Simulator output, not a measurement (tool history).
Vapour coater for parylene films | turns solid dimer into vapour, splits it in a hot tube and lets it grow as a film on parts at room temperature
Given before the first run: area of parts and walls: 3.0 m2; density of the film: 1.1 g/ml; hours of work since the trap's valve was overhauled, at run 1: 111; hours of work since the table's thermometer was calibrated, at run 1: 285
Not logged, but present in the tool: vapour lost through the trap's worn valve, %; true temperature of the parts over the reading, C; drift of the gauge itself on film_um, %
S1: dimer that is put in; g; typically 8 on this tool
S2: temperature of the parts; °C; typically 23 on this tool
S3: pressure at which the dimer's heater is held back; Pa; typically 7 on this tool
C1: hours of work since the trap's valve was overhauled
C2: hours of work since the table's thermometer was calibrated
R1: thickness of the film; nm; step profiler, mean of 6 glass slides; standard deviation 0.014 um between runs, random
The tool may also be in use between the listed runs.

run 1 hour=0 | S1=8 S2=23 S3=7 | C1=111 C2=285 | R1=1290
run 2 hour=43.2 | S1=8 S2=23 S3=7 | C1=131 C2=306 | R1=1300
run 3 hour=72.7 | S1=8 S2=23 S3=7 | C1=145 C2=320 | R1=1300
run 4 hour=117.7 | S1=8 S2=23 S3=7 | C1=167 C2=341 | R1=1260
run 5 hour=141.6 | S1=8 S2=23 S3=7 | C1=178 C2=353 | R1=1280
run 6 hour=163 | S1=8 S2=23 S3=7 | C1=188 C2=363 | R1=1310
run 7 hour=208.2 | S1=8 S2=23 S3=7 | C1=210 C2=384 | R1=1300
run 8 hour=229.2 | S1=8 S2=22 S3=7 | C1=220 C2=395 | R1=1350
run 9 hour=261.6 | S1=8 S2=22 S3=7 | C1=236 C2=410 | R1=1330
run 10 hour=289.5 | S1=8 S2=22 S3=7 | C1=249 C2=423 | R1=1340
run 11 hour=337.9 | S1=8 S2=22 S3=7 | C1=272 C2=446 | R1=1330
run 12 hour=376.3 | S1=8 S2=22 S3=7 | C1=290 C2=465 | R1=1330
run 13 hour=412.7 | S1=8 S2=22 S3=10.75 | C1=308 C2=482 | R1=1240
run 14 hour=460 | S1=4 S2=22 S3=10.75 | C1=330 C2=505 | R1=600
run 15 hour=506 | S1=4 S2=22 S3=10.75 | C1=352 C2=527 | R1=620
run 16 hour=545.9 | S1=4 S2=30 S3=10.75 | C1=371 C2=546 | R1=470
run 17 hour=576.6 | S1=8 S2=23 S3=7 | C1=386 C2=560 | R1=1280
run 18 hour=616.2 | S1=3 S2=23 S3=7 | C1=405 C2=579 | R1=470
run 19 hour=658.6 | S1=8 S2=23 S3=7 | C1=425 C2=600 | R1=1290
run 20 hour=691.7 | S1=8 S2=23 S3=7 | C1=441 C2=615 | R1=1320
run 21 hour=721.6 | S1=11 S2=23 S3=7 | C1=455 C2=630 | R1=1800
run 22 hour=768.4 | S1=11 S2=23 S3=7 | C1=478 C2=652 | R1=1770
run 23 hour=816 | S1=5 S2=22 S3=7.46 | C1=500 C2=675 | R1=820
run 24 hour=862.5 | S1=5 S2=22 S3=7.46 | C1=522 C2=697 | R1=830
run 25 hour=907.4 | S1=5 S2=31 S3=9.85 | C1=544 C2=718 | R1=560
run 26 hour=947.1 | S1=5 S2=31 S3=9.85 | C1=563 C2=737 | R1=580
-- hour=989.2 trap's valve overhauled
run 27 hour=996.8 | S1=6 S2=18 S3=2.32 | C1=4 C2=759 | R1=1400
run 28 hour=1045.3 | S1=8 S2=35 S3=2.26 | C1=27 C2=782 | R1=1080
run 29 hour=1083.6 | S1=8 S2=16 S3=2.26 | C1=45 C2=801 | R1=2000
run 30 hour=1104.6 | S1=8 S2=18 S3=4.03 | C1=55 C2=811 | R1=1690
run 31 hour=1148.1 | S1=4 S2=24 S3=2.17 | C1=76 C2=831 | R1=790
run 32 hour=1193.1 | S1=4 S2=24 S3=2.17 | C1=97 C2=853 | R1=800
run 33 hour=1221.7 | S1=9 S2=22 S3=4.67 | C1=111 C2=867 | R1=1630
run 34 hour=1261 | S1=8 S2=16 S3=4.35 | C1=130 C2=885 | R1=1780
run 35 hour=1285.9 | S1=5 S2=16 S3=2.59 | C1=142 C2=897 | R1=1230
run 36 hour=1337.3 | S1=5 S2=16 S3=2.59 | C1=166 C2=922 | R1=1220
run 37 hour=1384.5 | S1=9 S2=16 S3=6.05 | C1=189 C2=944 | R1=1890
run 38 hour=1411.5 | S1=11 S2=18 S3=2.06 | C1=202 C2=957 | R1=2590
run 39 hour=1446.9 | S1=11 S2=27 S3=7.48 | C1=219 C2=974 | R1=1550
run 40 hour=1479.7 | S1=7 S2=22 S3=9.72 | C1=234 C2=990 | R1=1090
run 41 hour=1521.4 | S1=6 S2=17 S3=6.78 | C1=254 C2=1010 | R1=1200
run 42 hour=1545.3 | S1=8 S2=17 S3=2.57 | C1=266 C2=1021 | R1=1910
run 43 hour=1576.6 | S1=8 S2=17 S3=2.57 | C1=281 C2=1036 | R1=1880
run 44 hour=1614.8 | S1=6 S2=21 S3=8.44 | C1=299 C2=1054 | R1=990

For each entry between runs, how does the tool's hidden state at the last listed run before it compare with that at the first listed run after it?
From run 26 to run 27: trap's valve overhauled (hour 989.2)
  vapour lost through the trap's worn valve, %: 0.5 -> 0

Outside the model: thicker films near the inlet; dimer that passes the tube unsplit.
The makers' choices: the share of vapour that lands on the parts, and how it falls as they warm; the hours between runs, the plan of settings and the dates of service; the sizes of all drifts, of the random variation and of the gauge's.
